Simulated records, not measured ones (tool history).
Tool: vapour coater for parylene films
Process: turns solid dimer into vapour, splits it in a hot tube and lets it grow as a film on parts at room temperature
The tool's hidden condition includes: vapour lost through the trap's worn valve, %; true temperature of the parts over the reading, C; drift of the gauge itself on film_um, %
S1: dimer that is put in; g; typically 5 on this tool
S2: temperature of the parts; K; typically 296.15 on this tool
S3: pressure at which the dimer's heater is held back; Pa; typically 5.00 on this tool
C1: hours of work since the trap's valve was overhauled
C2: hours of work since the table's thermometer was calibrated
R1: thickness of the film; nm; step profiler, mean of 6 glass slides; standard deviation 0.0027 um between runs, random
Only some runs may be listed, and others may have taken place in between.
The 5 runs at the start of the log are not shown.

Run 6, hour 143.0: usual settings but S2 298.15 K; C1 27; C2 474. Result: R1 994 nm.
Run 7, hour 166.4: usual settings but S2 298.15 K; C1 38; C2 486. Result: R1 1000 nm.
Run 8, hour 203.0: usual settings but S2 298.15 K; C1 56; C2 504. Result: R1 993 nm.
Run 9, hour 232.0: usual settings but S1 3 g, S2 298.15 K; C1 71; C2 519. Result: R1 603 nm.
Run 10, hour 252.1: usual settings but S1 9 g, S2 298.15 K; C1 81; C2 529. Result: R1 1793 nm.
Run 11, hour 286.7: usual settings but S1 9 g, S2 298.15 K; C1 98; C2 546. Result: R1 1789 nm.
Run 12, hour 304.9: usual settings; C1 107; C2 555. Result: R1 1073 nm.
Run 13, hour 330.3: usual settings; C1 119; C2 567. Result: R1 1074 nm.
Run 14, hour 361.5: usual settings but S1 3 g; C1 135; C2 583. Result: R1 645 nm.
Run 15, hour 395.8: usual settings but S1 3 g; C1 152; C2 600. Result: R1 641 nm.
Run 16, hour 433.3: usual settings but S1 3 g, S3 2.32 Pa; C1 170; C2 618. Result: R1 744 nm.
Run 17, hour 463.0: usual settings; C1 185; C2 633. Result: R1 1066 nm.
Run 18, hour 491.4: usual settings but S1 3 g; C1 199; C2 647. Result: R1 642 nm.
Run 19, hour 516.7: usual settings but S1 3 g; C1 212; C2 660. Result: R1 639 nm.
Run 20, hour 538.3: usual settings but S1 3 g, S2 303.15 K; C1 223; C2 670. Result: R1 483 nm.
Run 21, hour 568.1: usual settings but S1 6 g, S2 304.15 K, S3 2.91 Pa; C1 237; C2 685. Result: R1 1033 nm.
Run 22, hour 592.9: usual settings but S1 4 g, S2 294.15 K; C1 250; C2 698. Result: R1 925 nm.
Run 23, hour 609.6: usual settings but S1 6 g, S2 301.15 K, S3 2.38 Pa; C1 258; C2 706. Result: R1 1210 nm.
Run 24, hour 644.7: usual settings but S1 6 g, S2 301.15 K, S3 2.38 Pa; C1 275; C2 723. Result: R1 1210 nm.
Run 25, hour 673.0: usual settings but S1 2 g, S2 289.15 K; C1 289; C2 737. Result: R1 560 nm.
Run 26, hour 702.5: usual settings but S1 2 g, S2 297.15 K, S3 2.90 Pa; C1 304; C2 752. Result: R1 455 nm.
Run 27, hour 735.0: usual settings but S3 2.18 Pa; C1 320; C2 768. Result: R1 1244 nm.
Run 28, hour 763.6: usual settings but S1 3 g, S2 303.15 K, S3 3.25 Pa; C1 334; C2 782. Result: R1 527 nm.
Run 29, hour 801.2: usual settings but S1 3 g, S2 303.15 K, S3 3.25 Pa; C1 353; C2 801. Result: R1 523 nm.

What will run 30 give?
Run 30, hour 820.1: usual settings but S1 3 g, S2 303.15 K, S3 2.09 Pa; C1 362; C2 810. Result: R1 ?.

{"run 30": {"R1": 568}}
Minus the tool's unlogged condition, the same run would have read R1 577 nm.
